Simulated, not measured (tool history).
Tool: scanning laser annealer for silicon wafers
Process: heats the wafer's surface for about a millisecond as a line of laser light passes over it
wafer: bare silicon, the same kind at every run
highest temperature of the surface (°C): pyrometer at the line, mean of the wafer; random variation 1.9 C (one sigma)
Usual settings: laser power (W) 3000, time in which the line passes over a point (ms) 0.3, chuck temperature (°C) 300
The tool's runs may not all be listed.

| run | day | laser power (W) | time in which the line passes over a point (ms) | chuck temperature (°C) | highest temperature of the surface (°C) |
|---|---|---|---|---|---|
| 1 | 0 | 3000 | 0.3 | 300 | 1069 |
| 2 | 0.596 | 3000 | 0.3 | 300 | 1068 |
| 3 | 0.992 | 3000 | 0.3 | 300 | 1069 |
| 4 | 1.596 | 3000 | 0.3 | 300 | 1068 |
| 5 | 2.104 | 3000 | 0.3 | 300 | 1071 |
| 6 | 2.821 | 3000 | 0.3 | 300 | 1070 |
| 7 | 3.662 | 3000 | 0.3 | 300 | 1072 |
| 8 | 4.225 | 3000 | 0.3 | 300 | 1066 |
| 9 | 4.775 | 3000 | 0.3 | 300 | 1068 |
| 10 | 5.596 | 3000 | 0.225 | 300 | 975 |
| 11 | 6.258 | 3162 | 0.3 | 284 | 1090 |
| 12 | 6.788 | 3275 | 0.354 | 283 | 1183 |
| 13 | 7.496 | 3275 | 0.354 | 270 | 1167 |
| 14 | 8.329 | 2803 | 0.236 | 329 | 974 |
| 15 | 9.071 | 3294 | 0.258 | 295 | 1078 |
| 16 | 9.579 | 3294 | 0.258 | 295 | 1076 |
| 17 | 10.129 | 3300 | 0.319 | 260 | 1127 |
|  | 10.788 | window over the wafer cleaned |
| 18 | 10.796 | 2903 | 0.319 | 309 | 1102 |
| 19 | 11.288 | 2903 | 0.319 | 309 | 1101 |

5 ways to go on from here, each from the tool as it stands after run 19. What would each give?
| A | 11.642 | 3000 | 0.365 | 332 | ? |
| B | 11.642 | 2981 | 0.281 | 300 | ? |
| C | 11.642 | 2783 | 0.21 | 323 | ? |
| D | 11.642 | 3254 | 0.319 | 291 | ? |
| E | 11.642 | 3179 | 0.261 | 307 | ? |

| run | highest temperature of the surface (°C) |
|---|---|
| A | 1198 |
| B | 1068 |
| C | 951 |
| D | 1176 |
| E | 1095 |
Without the tool's hidden state the same runs would have given:
| run | highest temperature of the surface (°C) |
|---|---|
| A | 1199 |
| B | 1069 |
| C | 951 |
| D | 1176 |
| E | 1095 |
